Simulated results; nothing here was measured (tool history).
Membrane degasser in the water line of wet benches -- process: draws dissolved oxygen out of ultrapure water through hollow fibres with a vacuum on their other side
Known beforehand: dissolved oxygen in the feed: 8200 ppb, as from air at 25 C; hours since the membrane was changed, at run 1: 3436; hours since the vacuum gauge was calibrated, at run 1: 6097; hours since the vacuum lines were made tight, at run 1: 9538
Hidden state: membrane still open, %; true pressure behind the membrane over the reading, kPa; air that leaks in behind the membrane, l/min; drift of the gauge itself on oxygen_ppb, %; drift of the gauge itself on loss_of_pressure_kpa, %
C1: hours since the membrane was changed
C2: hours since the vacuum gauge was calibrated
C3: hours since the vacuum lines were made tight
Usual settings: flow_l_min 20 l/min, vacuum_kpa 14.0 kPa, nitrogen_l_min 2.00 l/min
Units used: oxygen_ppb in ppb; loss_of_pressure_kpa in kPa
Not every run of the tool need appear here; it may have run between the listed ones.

Run 1, hour 0.0: usual settings; C1 3436; C2 6097; C3 9538. Result: oxygen_ppb 263.8 ppb, loss_of_pressure_kpa 37.56 kPa.
Run 2, hour 87.5: usual settings; C1 3524; C2 6185; C3 9626. Result: oxygen_ppb 269.1 ppb, loss_of_pressure_kpa 37.82 kPa.
Run 3, hour 136.6: usual settings; C1 3573; C2 6234; C3 9675. Result: oxygen_ppb 266.1 ppb, loss_of_pressure_kpa 37.55 kPa.
Run 4, hour 210.8: usual settings; C1 3647; C2 6308; C3 9749. Result: oxygen_ppb 270.9 ppb, loss_of_pressure_kpa 37.37 kPa.
Run 5, hour 263.8: usual settings; C1 3700; C2 6361; C3 9802. Result: oxygen_ppb 267.5 ppb, loss_of_pressure_kpa 37.74 kPa.
Run 6, hour 327.0: usual settings; C1 3763; C2 6424; C3 9865. Result: oxygen_ppb 261.3 ppb, loss_of_pressure_kpa 37.90 kPa.
Run 7, hour 410.0: usual settings but vacuum_kpa 29.3 kPa; C1 3846; C2 6507; C3 9948. Result: oxygen_ppb 592.6 ppb, loss_of_pressure_kpa 37.82 kPa.
Run 8, hour 491.8: usual settings; C1 3928; C2 6589; C3 10030. Result: oxygen_ppb 267.9 ppb, loss_of_pressure_kpa 37.87 kPa.
Run 9, hour 555.6: usual settings; C1 3992; C2 6653; C3 10094. Result: oxygen_ppb 266.5 ppb, loss_of_pressure_kpa 37.64 kPa.
Run 10, hour 605.1: usual settings; C1 4041; C2 6703; C3 10143. Result: oxygen_ppb 269.1 ppb, loss_of_pressure_kpa 37.57 kPa.
Run 11, hour 693.3: usual settings; C1 4129; C2 6791; C3 10232. Result: oxygen_ppb 272.9 ppb, loss_of_pressure_kpa 37.92 kPa.
Run 12, hour 764.7: usual settings; C1 4201; C2 6862; C3 10303. Result: oxygen_ppb 266.4 ppb, loss_of_pressure_kpa 37.97 kPa.
Run 13, hour 833.0: usual settings; C1 4269; C2 6930; C3 10371. Result: oxygen_ppb 267.3 ppb, loss_of_pressure_kpa 37.94 kPa.
Run 14, hour 918.6: usual settings; C1 4355; C2 7016; C3 10457. Result: oxygen_ppb 268.5 ppb, loss_of_pressure_kpa 37.69 kPa.
Run 15, hour 971.1: usual settings but flow_l_min 22 l/min; C1 4407; C2 7069; C3 10509. Result: oxygen_ppb 300.0 ppb, loss_of_pressure_kpa 41.60 kPa.
Run 16, hour 1060.5: usual settings but flow_l_min 22 l/min; C1 4497; C2 7158; C3 10599. Result: oxygen_ppb 298.0 ppb, loss_of_pressure_kpa 41.73 kPa.
Run 17, hour 1146.8: usual settings but flow_l_min 30 l/min; C1 4583; C2 7244; C3 10685. Result: oxygen_ppb 443.8 ppb, loss_of_pressure_kpa 56.14 kPa.
Run 18, hour 1189.4: usual settings but flow_l_min 30 l/min, nitrogen_l_min 1.14 l/min; C1 4626; C2 7287; C3 10728. Result: oxygen_ppb 647.0 ppb, loss_of_pressure_kpa 56.97 kPa.
Run 19, hour 1256.0: usual settings but flow_l_min 30 l/min, nitrogen_l_min 1.14 l/min; C1 4692; C2 7353; C3 10794. Result: oxygen_ppb 649.7 ppb, loss_of_pressure_kpa 56.72 kPa.
Run 20, hour 1335.0: usual settings but flow_l_min 24 l/min, vacuum_kpa 26.0 kPa, nitrogen_l_min 1.36 l/min; C1 4771; C2 7432; C3 10873. Result: oxygen_ppb 865.4 ppb, loss_of_pressure_kpa 45.62 kPa.

Run 21, settings as shown, results not yet in. Your forecast:
Run 21, hour 1405.3: usual settings but flow_l_min 19 l/min, vacuum_kpa 21.4 kPa, nitrogen_l_min 2.73 l/min; C1 4841; C2 7503; C3 10944. Result: oxygen_ppb ?, loss_of_pressure_kpa ?.

oxygen_ppb: 312.9 ppb
loss_of_pressure_kpa: 36.12 kPa
Were there no unlogged condition in the tool, this run, its random variation unchanged, would have produced oxygen_ppb 312.5 ppb, loss_of_pressure_kpa 36.09 kPa.
